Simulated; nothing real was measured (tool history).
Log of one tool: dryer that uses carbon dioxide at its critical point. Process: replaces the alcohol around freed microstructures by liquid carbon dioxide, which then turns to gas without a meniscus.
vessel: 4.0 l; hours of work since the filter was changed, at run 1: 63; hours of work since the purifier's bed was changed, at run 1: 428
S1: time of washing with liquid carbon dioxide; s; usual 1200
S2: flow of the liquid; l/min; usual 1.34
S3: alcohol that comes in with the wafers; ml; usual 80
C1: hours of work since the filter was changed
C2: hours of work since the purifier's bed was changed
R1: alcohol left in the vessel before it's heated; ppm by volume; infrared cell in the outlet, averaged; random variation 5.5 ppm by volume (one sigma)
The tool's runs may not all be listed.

run	day	S1	S2	S3	C1	C2	R1
1	0.000	1200	1.34	80	63	428	192
2	0.979	1200	1.34	80	79	444	202
3	1.562	1200	1.86	80	89	453	58
4	2.412	1200	1.86	80	103	467	54
5	3.117	1200	0.92	80	114	479	904
6	4.092	1200	0.92	80	130	494	923
7	4.796	1200	0.92	80	141	506	869
8	5.717	1200	0.92	80	156	521	909
9	6.125	1200	0.92	80	163	527	932
10	6.808	1200	0.92	80	174	539	911
11	7.425	1200	1.34	80	184	549	229
12	8.192	1200	1.34	80	197	561	232
13	9.162	1200	1.34	80	212	577	231
14	10.029	840	1.34	80	226	591	869
15	10.796	840	1.34	80	239	603	852
16	11.679	780	1.34	80	253	618	1099
# day 11.842: inlet filter changed
17	12.471	1200	1.34	80	10	630	195
18	13.388	1200	1.34	80	25	645	203
19	14.375	1200	1.34	83	41	661	217
20	15.021	1200	1.34	83	52	671	220
21	15.454	1200	1.02	80	59	678	613
22	16.142	1200	1.02	80	70	690	624
23	16.829	1740	1.34	80	81	701	62
24	17.400	1920	1.34	82	90	710	54
25	18.367	1680	0.85	82	106	726	415
26	18.950	960	1.98	24	115	735	64
27	19.854	1200	1.38	80	130	750	193
28	20.700	1200	1.38	80	144	764	208
29	21.633	1200	0.86	38	159	779	584
30	22.271	1200	0.86	38	169	789	581
31	22.800	1200	0.86	38	178	798	580
32	23.308	1200	1.11	29	186	806	210
33	24.258	1200	1.11	29	202	821	216
34	25.004	1740	1.17	55	214	834	97
35	25.842	1740	1.17	55	227	847	95
36	26.533	1200	1.72	90	239	858	100
37	27.338	1380	1.26	101	252	871	257
# day 27.554: inlet filter changed
38	28.292	1200	0.88	57	12	886	716
39	29.062	1200	0.88	57	25	899	729
40	30.017	840	2.23	44	40	914	94
41	30.450	1020	2.23	44	47	921	67
42	31.288	1800	1.34	27	61	935	56
43	31.700	1800	1.34	27	67	942	68
44	32.346	1800	1.00	105	78	952	204
45	32.846	1200	1.34	76	86	960	222
46	33.388	840	0.84	49	95	969	1726

Forecast each of these 3 alternatives for the next run:
A	33.950	1020	0.82	49	104	978	?
B	33.950	1200	0.92	80	104	978	?
C	33.950	1200	0.98	80	104	978	?

run	R1
A	1173
B	921
C	747
Without the tool's hidden state the same runs would have given:
run	R1
A	1044
B	787
C	627
